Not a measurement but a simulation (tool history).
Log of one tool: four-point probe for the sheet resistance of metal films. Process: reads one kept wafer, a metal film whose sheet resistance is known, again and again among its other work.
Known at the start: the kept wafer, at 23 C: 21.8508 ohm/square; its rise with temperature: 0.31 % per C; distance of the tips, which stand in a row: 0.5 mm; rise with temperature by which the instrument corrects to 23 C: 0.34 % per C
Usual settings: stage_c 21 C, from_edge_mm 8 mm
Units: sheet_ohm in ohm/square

run     day  stage_c  from_edge_mm  sheet_ohm
  1       0       21             8  21.850015
  2   2.004       21             8  21.836738
  3   4.767       21             8  21.837627
  4   8.017       21             8   21.84064
  5  10.162       21            19  21.801951
  6  12.417       21            19  21.804325
  7  14.854       21            19  21.797598
  8  17.488       21            24   21.79274
  9  19.438       21            24   21.80307
 10  20.796       21            24  21.789685
 11  22.892       21            75  21.787392
 12  24.388       21             8  21.831797
 13   26.65       21             8  21.835154
 14  28.267       21             8  21.832668
 15  31.283       21            45   21.77749
 16  33.371       21             8  21.833297
 17  36.592       21             8  21.825028
 18  37.929       26             5    21.8618
 19  40.571       31            40  21.710124
 20  43.271       31            40  21.710607
     43.529  -- stage's thermometer calibrated
 21  44.762       18             9  21.825449
 22  47.558       18             9  21.827358
 23  49.138       18             9  21.818035
 24  52.138       21            20  21.773138
 25  55.167       25            24  21.747203
 26  57.738       24             9   21.76859
     57.975  -- stage's thermometer calibrated, once more
 27  59.933       29            60  21.737607
 28  62.312       29            60  21.732683
 29  64.083       21            60  21.793739
 30  66.371       26            33  21.757333
 31  68.633       30            20  21.736001

4 ways to go on from here, each from the tool as it stands after run 31. What would each give?
  A  71.008       21             3          ?
  B  71.008       21             7          ?
  C  71.008       24             8          ?
  D  71.008       34             8          ?

run  sheet_ohm
  A  22.109755
  B  21.844633
  C  21.804189
  D  21.746606
Without the tool's hidden state the same runs would have given:
run  sheet_ohm
  A  22.189233
  B  21.923228
  C  21.882606
  D    21.8247
